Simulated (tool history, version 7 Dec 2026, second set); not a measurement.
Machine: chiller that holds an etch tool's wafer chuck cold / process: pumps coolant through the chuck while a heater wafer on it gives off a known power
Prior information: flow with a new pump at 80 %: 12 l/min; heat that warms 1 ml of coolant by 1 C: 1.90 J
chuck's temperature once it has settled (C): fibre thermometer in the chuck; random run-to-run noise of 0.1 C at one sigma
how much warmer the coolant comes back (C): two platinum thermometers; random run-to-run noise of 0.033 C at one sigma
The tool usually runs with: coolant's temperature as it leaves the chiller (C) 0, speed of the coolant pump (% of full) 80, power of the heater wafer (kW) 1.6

run,hour,coolant's temperature as it leaves the chiller (C),speed of the coolant pump (% of full),power of the heater wafer (kW),chuck's temperature once it has settled (C),how much warmer the coolant comes back (C)
1,0,0,80,1.6,13.1,4.63
2,95.3,0,80,1.6,13.2,4.62
3,170.3,0,80,1.6,13.3,4.65
4,275.3,0,87,1.6,12.4,4.27
5,416.8,0,80,0.83,7.1,2.42
6,556.4,0,80,1.6,13.4,4.73
7,639.1,0,80,1.6,13.6,4.6
# hour 758.7: chiller's thermometer calibrated
8,788.7,0,60,1.6,17.2,6.51
9,917,0,60,1.6,17.3,6.51
10,991.4,0,83,1.6,13,4.55
11,1098.8,0,83,1.6,13.2,4.51
12,1163.6,0,83,1.6,13.3,4.52
13,1283.5,0,80,1.6,13.6,4.72
14,1388.9,0,80,1.6,13.7,4.75
15,1528.2,0,80,1.6,13.7,4.79
16,1596,0,80,1.6,13.9,4.78
17,1742,0,72,1.6,15,5.43

Expected results for the next run?
18,1817.7,0,78,1.357,?,?

chuck's temperature once it has settled (C): 12.3
how much warmer the coolant comes back (C): 4.24
If the tool had no hidden condition, the same run with the same run-to-run variation would have returned chuck's temperature once it has settled (C) 9.9, how much warmer the coolant comes back (C) 3.73.
